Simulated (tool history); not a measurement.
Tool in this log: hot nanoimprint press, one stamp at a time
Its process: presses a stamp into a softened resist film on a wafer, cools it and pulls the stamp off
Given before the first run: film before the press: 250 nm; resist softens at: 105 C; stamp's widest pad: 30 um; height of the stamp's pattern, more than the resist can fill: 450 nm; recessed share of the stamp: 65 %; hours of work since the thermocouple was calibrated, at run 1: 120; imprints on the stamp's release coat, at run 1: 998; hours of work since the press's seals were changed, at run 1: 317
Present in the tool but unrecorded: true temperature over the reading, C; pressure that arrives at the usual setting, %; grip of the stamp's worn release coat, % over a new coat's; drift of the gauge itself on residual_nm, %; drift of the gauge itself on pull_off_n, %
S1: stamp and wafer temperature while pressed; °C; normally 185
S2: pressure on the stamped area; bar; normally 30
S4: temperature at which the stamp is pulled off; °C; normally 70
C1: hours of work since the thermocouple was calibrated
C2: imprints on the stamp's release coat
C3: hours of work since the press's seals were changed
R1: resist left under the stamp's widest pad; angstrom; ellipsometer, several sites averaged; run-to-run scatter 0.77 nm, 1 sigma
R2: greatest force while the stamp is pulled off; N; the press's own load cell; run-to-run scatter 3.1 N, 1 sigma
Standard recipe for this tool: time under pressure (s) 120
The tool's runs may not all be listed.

run 1 hour=0 | S1=185 S2=30 time_under_pressure_(s)=120 S4=70 | C1=120 C2=998 C3=317 | R1=973 R2=154
run 2 hour=15.5 | S1=185 S2=30 time_under_pressure_(s)=74 S4=70 | C1=126 C2=1024 C3=323 | R1=1151 R2=147
run 3 hour=29.7 | S1=174 S2=30 time_under_pressure_(s)=74 S4=70 | C1=133 C2=1047 C3=330 | R1=1723 R2=147
run 4 hour=52 | S1=181 S2=30 time_under_pressure_(s)=74 S4=70 | C1=142 C2=1084 C3=339 | R1=1333 R2=150
run 5 hour=70.8 | S1=181 S2=30 time_under_pressure_(s)=74 S4=70 | C1=151 C2=1115 C3=347 | R1=1339 R2=148
run 6 hour=91 | S1=181 S2=30 time_under_pressure_(s)=74 S4=70 | C1=159 C2=1148 C3=356 | R1=1339 R2=146
run 7 hour=106.3 | S1=185 S2=30 time_under_pressure_(s)=120 S4=70 | C1=166 C2=1174 C3=363 | R1=976 R2=155
run 8 hour=115.6 | S1=185 S2=30 time_under_pressure_(s)=120 S4=64 | C1=170 C2=1189 C3=367 | R1=960 R2=178
run 9 hour=126 | S1=185 S2=30 time_under_pressure_(s)=120 S4=64 | C1=175 C2=1206 C3=372 | R1=977 R2=181
run 10 hour=147.9 | S1=185 S2=30 time_under_pressure_(s)=89 S4=64 | C1=184 C2=1242 C3=381 | R1=1076 R2=177
run 11 hour=160.8 | S1=185 S2=30 time_under_pressure_(s)=217 S4=64 | C1=190 C2=1264 C3=387 | R1=783 R2=174
run 12 hour=176.9 | S1=185 S2=20.4 time_under_pressure_(s)=120 S4=70 | C1=197 C2=1290 C3=394 | R1=1204 R2=149
run 13 hour=187.9 | S1=185 S2=20.4 time_under_pressure_(s)=120 S4=70 | C1=202 C2=1309 C3=399 | R1=1185 R2=150
run 14 hour=200.6 | S1=185 S2=30 time_under_pressure_(s)=64 S4=70 | C1=207 C2=1329 C3=404 | R1=1199 R2=142
run 15 hour=210.5 | S1=181 S2=30 time_under_pressure_(s)=120 S4=70 | C1=212 C2=1346 C3=408 | R1=1140 R2=146
run 16 hour=231.7 | S1=188 S2=30 time_under_pressure_(s)=189 S4=60 | C1=221 C2=1381 C3=418 | R1=730 R2=195
run 17 hour=254.2 | S1=188 S2=30 time_under_pressure_(s)=189 S4=60 | C1=231 C2=1418 C3=428 | R1=728 R2=199
run 18 hour=268 | S1=186 S2=30 time_under_pressure_(s)=120 S4=70 | C1=237 C2=1441 C3=434 | R1=937 R2=149
run 19 hour=285.9 | S1=186 S2=30 time_under_pressure_(s)=120 S4=65 | C1=245 C2=1470 C3=441 | R1=937 R2=171
run 20 hour=301.5 | S1=186 S2=30 time_under_pressure_(s)=120 S4=65 | C1=251 C2=1496 C3=448 | R1=931 R2=168
run 21 hour=323.4 | S1=186 S2=30 time_under_pressure_(s)=147 S4=59 | C1=261 C2=1532 C3=458 | R1=860 R2=193
run 22 hour=337.7 | S1=186 S2=30 time_under_pressure_(s)=147 S4=59 | C1=267 C2=1556 C3=464 | R1=866 R2=200
run 23 hour=357.3 | S1=186 S2=30 time_under_pressure_(s)=147 S4=59 | C1=276 C2=1588 C3=473 | R1=869 R2=207
run 24 hour=370.2 | S1=187 S2=20 time_under_pressure_(s)=120 S4=61 | C1=281 C2=1610 C3=478 | R1=1134 R2=189
-- hour=384.9 plate thermocouple calibrated
-- hour=400.8 stamp cleaned and given a new release coat
run 25 hour=400.8 | S1=187 S2=20 time_under_pressure_(s)=120 S4=61 | C1=4 C2=0 C3=488 | R1=1119 R2=190
run 26 hour=423.4 | S1=185 S2=30 time_under_pressure_(s)=120 S4=64 | C1=14 C2=38 C3=498 | R1=965 R2=169
run 27 hour=437.2 | S1=185 S2=30 time_under_pressure_(s)=120 S4=75 | C1=20 C2=60 C3=504 | R1=992 R2=125
run 28 hour=458.8 | S1=173 S2=39.7 time_under_pressure_(s)=69 S4=70 | C1=30 C2=96 C3=513 | R1=1603 R2=148
run 29 hour=477.5 | S1=173 S2=39.7 time_under_pressure_(s)=69 S4=70 | C1=38 C2=127 C3=521 | R1=1625 R2=150
run 30 hour=499.2 | S1=173 S2=26.6 time_under_pressure_(s)=69 S4=70 | C1=47 C2=163 C3=531 | R1=1875 R2=146

How the hidden state differs across the entries between the runs, from the last listed run before each to the first after it:
Run 24 -> run 25: plate thermocouple calibrated (hour 384.9); stamp cleaned and given a new release coat (hour 400.8)
  true temperature over the reading, C: -0.04 -> 0; grip of the stamp's worn release coat, % over a new coat's: 1.3 -> 0

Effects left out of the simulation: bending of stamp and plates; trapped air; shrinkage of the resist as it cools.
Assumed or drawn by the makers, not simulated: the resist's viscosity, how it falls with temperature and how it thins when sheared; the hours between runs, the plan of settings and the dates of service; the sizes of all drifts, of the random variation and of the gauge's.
